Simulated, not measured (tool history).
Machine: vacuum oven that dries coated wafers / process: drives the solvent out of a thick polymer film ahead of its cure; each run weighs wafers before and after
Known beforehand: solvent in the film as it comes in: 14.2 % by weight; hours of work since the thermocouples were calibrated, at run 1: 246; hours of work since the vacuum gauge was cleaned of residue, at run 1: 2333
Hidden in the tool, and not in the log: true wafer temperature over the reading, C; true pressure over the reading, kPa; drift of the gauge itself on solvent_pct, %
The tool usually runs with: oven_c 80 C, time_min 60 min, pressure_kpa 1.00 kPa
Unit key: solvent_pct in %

run   hour  oven_c  time_min  pressure_kpa  hours of work since the thermocouples were calibrated  hours of work since the vacuum gauge was cleaned of residue  solvent_pct
  1    0.0      80        60          1.00                                                    246                                                         2333         2.66
  2   49.7      80        60          1.00                                                    280                                                         2367         2.70
  3  139.6      80        60          1.00                                                    342                                                         2428         2.66
  4  221.4      80        60          1.00                                                    398                                                         2485         2.85
  5  291.3      80        60          1.00                                                    446                                                         2533         2.76
  6  349.9      80        41          1.00                                                    486                                                         2573         3.68
  7  397.0      80        41          0.65                                                    519                                                         2605         3.38
  8  463.8      80        31          1.00                                                    564                                                         2651         4.50
  9  511.8      80        31          1.00                                                    597                                                         2684         4.61
 10  563.8      69        89          0.85                                                    633                                                         2719         4.77
     571.9  -- vacuum gauge cleaned of residue and calibrated
 11  651.7      81        97          1.00                                                    692                                                           55         2.88
 12  703.9      87        48          1.00                                                    728                                                           90         2.56

Run 13 comes next. What will it give?
 13  796.8      80        77          2.16                                                    792                                                          154            ?

Run 13 came out at solvent_pct 4.70 %.
If the tool had no hidden condition, the same run with the same run-to-run variation would have returned solvent_pct 2.60 %.
